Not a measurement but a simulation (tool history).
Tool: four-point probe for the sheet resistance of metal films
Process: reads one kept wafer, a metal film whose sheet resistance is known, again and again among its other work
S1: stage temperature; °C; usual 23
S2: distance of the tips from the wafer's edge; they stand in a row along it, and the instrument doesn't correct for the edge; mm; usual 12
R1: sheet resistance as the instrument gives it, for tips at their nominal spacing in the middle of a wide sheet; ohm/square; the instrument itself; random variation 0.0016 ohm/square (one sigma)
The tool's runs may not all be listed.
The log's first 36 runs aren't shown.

run    hour  S1  S2        R1
 37  1733.4  20  12  7.882435
 38  1799.3  31  21  7.850045
 39  1829.9  32   6  7.874209
 40  1898.4  23   7  7.889142
 41  1941.8  23   9  7.879141
 42    1997  23  13  7.874505
 43  2051.2  28  29  7.854778
 44  2096.7  22  29  7.876272

4 ways to go on from here, each from the tool as it stands after run 44. What would each give?
  A  2142.2  34  13   ?
  B  2142.2  21  10   ?
  C  2142.2  22  29   ?
  D  2142.2  34  18   ?

run        R1
  A  7.845939
  B  7.885124
  C  7.870778
  D  7.842794
Without the tool's hidden state the same runs would have given:
run        R1
  A  7.833498
  B  7.872646
  C  7.858319
  D  7.830357
